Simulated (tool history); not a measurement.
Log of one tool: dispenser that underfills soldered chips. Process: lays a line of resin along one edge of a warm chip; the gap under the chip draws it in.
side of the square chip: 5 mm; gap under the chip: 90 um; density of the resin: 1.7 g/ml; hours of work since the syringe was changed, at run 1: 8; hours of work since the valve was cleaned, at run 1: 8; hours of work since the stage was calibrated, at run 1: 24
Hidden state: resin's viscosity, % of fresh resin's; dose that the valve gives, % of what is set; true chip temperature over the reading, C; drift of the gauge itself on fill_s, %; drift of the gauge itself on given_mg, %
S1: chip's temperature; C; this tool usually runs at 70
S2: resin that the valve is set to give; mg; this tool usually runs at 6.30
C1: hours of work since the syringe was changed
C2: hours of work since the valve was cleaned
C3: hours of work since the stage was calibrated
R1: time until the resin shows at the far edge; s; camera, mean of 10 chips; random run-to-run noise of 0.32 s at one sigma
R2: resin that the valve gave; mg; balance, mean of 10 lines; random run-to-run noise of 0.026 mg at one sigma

run,hour,S1,S2,C1,C2,C3,R1,R2
1,0.0,70,6.30,8,8,24,19.6,6.31
# hour 1.7: new syringe of resin
2,4.2,70,6.30,2,11,27,12.5,6.24
3,8.2,70,7.00,5,14,30,15.0,6.86
# hour 13.1: new syringe of resin
4,13.5,70,7.00,0,18,34,10.0,6.91
5,17.2,70,7.00,3,21,37,12.8,6.84
6,21.1,70,7.00,6,24,40,16.7,6.81
# hour 24.3: new syringe of resin
7,26.4,70,7.00,2,28,44,11.8,6.82
8,30.8,70,7.00,5,32,48,15.4,6.74
9,35.0,70,7.00,9,35,51,20.3,6.77
# hour 35.5: new syringe of resin
10,40.0,59,6.30,4,39,55,20.1,6.07
11,43.5,59,6.30,6,42,58,24.7,6.03
12,45.5,59,6.30,8,43,59,29.3,6.06
# hour 46.7: new syringe of resin
13,48.7,59,6.30,2,45,62,17.1,6.03
14,52.5,70,6.07,5,48,65,15.0,5.83
15,56.5,70,7.18,8,52,68,18.9,6.80
# hour 57.9: new syringe of resin
16,61.0,70,7.18,3,55,71,12.5,6.78
17,63.4,70,6.30,4,57,73,14.2,5.95
18,68.1,70,6.71,8,61,77,19.6,6.30
# hour 69.2: new syringe of resin
19,72.4,64,7.28,3,64,80,15.7,6.86
20,75.7,70,7.24,5,66,83,15.2,6.79
# hour 80.4: new syringe of resin
21,80.6,62,6.15,0,70,86,13.6,5.69
22,84.9,82,6.86,4,74,90,8.8,6.40
23,88.8,56,5.73,7,77,93,29.4,5.33
# hour 91.5: new syringe of resin
24,93.0,60,7.47,1,80,96,16.5,6.88
# hour 96.8: dispensing valve cleaned and set on the balance
25,97.9,70,7.57,4,1,99,14.8,7.50
26,100.7,57,5.41,7,3,101,28.6,5.37
# hour 103.7: new syringe of resin
27,104.9,78,6.71,1,6,104,9.2,6.68
28,109.9,69,6.66,5,10,108,15.5,6.59
29,113.7,71,7.43,8,13,111,18.6,7.31
# hour 115.2: new syringe of resin
30,116.9,60,6.91,1,15,114,16.3,6.78
31,120.2,60,6.29,4,18,116,20.7,6.17
32,123.5,76,8.05,7,21,119,13.4,7.91
33,125.5,65,5.86,8,22,121,24.0,5.69
# hour 126.5: new syringe of resin
34,130.1,65,5.86,3,26,124,15.1,5.72
35,132.9,65,5.86,5,28,126,18.5,5.69

Alternative continuations, all from the tool just after run 35; predict every row:
A,137.1,75,6.30,8,31,130,?,?
B,137.1,77,6.87,8,31,130,?,?
C,137.1,56,6.84,8,31,130,?,?
D,137.1,74,6.39,8,31,130,?,?

run,R1,R2
A,16.6,6.09
B,15.0,6.64
C,32.6,6.58
D,17.0,6.17
The same runs, with their run-to-run variation unchanged, on a tool lacking any hidden condition would have given:
run,R1,R2
A,8.8,6.30
B,7.7,6.87
C,17.1,6.80
D,8.9,6.38
